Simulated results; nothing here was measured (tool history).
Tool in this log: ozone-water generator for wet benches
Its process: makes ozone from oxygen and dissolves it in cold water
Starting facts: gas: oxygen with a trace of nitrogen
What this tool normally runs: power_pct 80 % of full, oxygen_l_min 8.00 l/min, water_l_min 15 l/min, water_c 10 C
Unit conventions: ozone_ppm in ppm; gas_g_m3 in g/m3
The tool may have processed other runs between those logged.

run	hour	power_pct	oxygen_l_min	water_l_min	water_c	ozone_ppm	gas_g_m3
1	0.0	80	8.00	15	10	34.0	181.4
2	26.8	80	8.00	15	10	34.6	182.0
3	51.4	80	8.00	15	10	34.5	180.0
4	76.0	71	8.00	15	10	31.1	163.3
5	113.7	71	8.00	15	7	32.6	162.5
6	135.9	71	8.00	15	7	32.6	164.6
7	170.0	71	8.00	15	7	32.4	163.3
8	206.0	80	10.58	15	10	33.2	159.0
9	239.6	80	10.58	15	10	33.4	156.7
10	275.8	80	10.58	15	10	33.6	158.4
11	302.1	80	10.58	15	10	33.7	156.4
12	322.0	80	12.09	15	10	32.7	148.3
13	344.9	80	12.09	15	10	33.5	148.5
14	363.8	80	12.09	15	10	32.8	147.8
15	394.5	80	8.00	15	10	34.1	178.9
16	414.5	80	8.00	15	7	36.2	180.1
17	431.3	47	8.00	18	13	18.2	114.8
18	467.0	51	8.00	18	10	20.3	123.9

Run 19 has not been measured yet. What should we expect?
19	492.6	51	8.00	18	10	?	?

ozone_ppm: 20.5 ppm
gas_g_m3: 123.7 g/m3
Take away the tool's hidden state, keep the run-to-run variation as it was, and the same run would have given ozone_ppm 21.1 ppm, gas_g_m3 124.7 g/m3.
